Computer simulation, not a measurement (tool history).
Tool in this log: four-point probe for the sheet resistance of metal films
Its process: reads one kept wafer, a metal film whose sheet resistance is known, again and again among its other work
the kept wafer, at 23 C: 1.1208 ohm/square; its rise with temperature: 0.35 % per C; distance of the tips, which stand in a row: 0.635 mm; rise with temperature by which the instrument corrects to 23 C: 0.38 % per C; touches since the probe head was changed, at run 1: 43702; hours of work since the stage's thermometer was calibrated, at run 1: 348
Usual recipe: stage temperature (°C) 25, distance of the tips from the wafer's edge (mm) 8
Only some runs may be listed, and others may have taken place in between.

run	hour	stage temperature (°C)	distance of the tips from the wafer's edge (mm)	touches since the probe head was changed	hours of work since the stage's thermometer was calibrated	sheet resistance as the instrument gives it (ohm/square)
1	0	25	8	43702	348	1.124268
2	15.5	33	8	44703	360	1.12152
3	34.6	25	8	45939	374	1.124443
4	46.7	25	8	46721	384	1.123431
5	63.7	25	8	47815	397	1.124144
6	79.7	27	8	48850	409	1.123234
7	91.3	27	8	49600	418	1.123327
8	111.2	27	13	50885	434	1.121132
9	120.4	27	13	51478	441	1.121045
10	140.8	18	8	52798	457	1.126318
11	159	18	8	53977	471	1.126258
12	167.7	18	8	54537	478	1.126304
13	180.7	32	8	55376	488	1.121848
14	190.1	32	8	55984	495	1.121977
15	202.3	25	8	56773	504	1.124079
16	213.4	34	8	57489	513	1.121607
17	230.1	34	8	58566	526	1.121874
18	250.2	34	8	59868	541	1.121312
19	260	34	8	60498	549	1.121228
20	279.6	26	8	61768	564	1.124169
21	296.9	26	8	62881	578	1.124017
22	310.7	26	46	63775	588	1.119645
23	330.1	19	51	65028	603	1.122416
24	339.6	28	64	65645	611	1.11926
25	356.5	28	64	66736	624	1.119249
26	372.3	19	11	67753	636	1.124089
27	392.8	32	7	69077	652	1.123385
28	411.1	32	7	70260	666	1.123223
29	427.8	20	5	71340	679	1.131555
30	443.2	20	5	72333	691	1.131484
31	457.6	20	42	73265	702	1.1219
32	471.4	20	42	74160	713	1.122015
33	491.2	25	7	75437	728	1.1249
34	506.8	26	5	76444	740	1.129364
35	515.8	34	5	77023	747	1.127471
36	529.5	20	7	77911	758	1.126908
37	545.5	28	31	78945	770	1.11928
38	566	28	31	80271	786	1.119706
# hour 574: new probe head fitted
39	576.1	33	5	141	793	1.127326
40	597.4	21	31	1513	809	1.121596

Entry by entry between the runs, the difference in hidden state between the last listed run before and the first listed run after:
Run 38 -> run 39: new probe head fitted (hour 574)
  inner tips' distance over the nominal, %: 0.014 -> 0; tips' flats over new ones', %: 1 -> 0
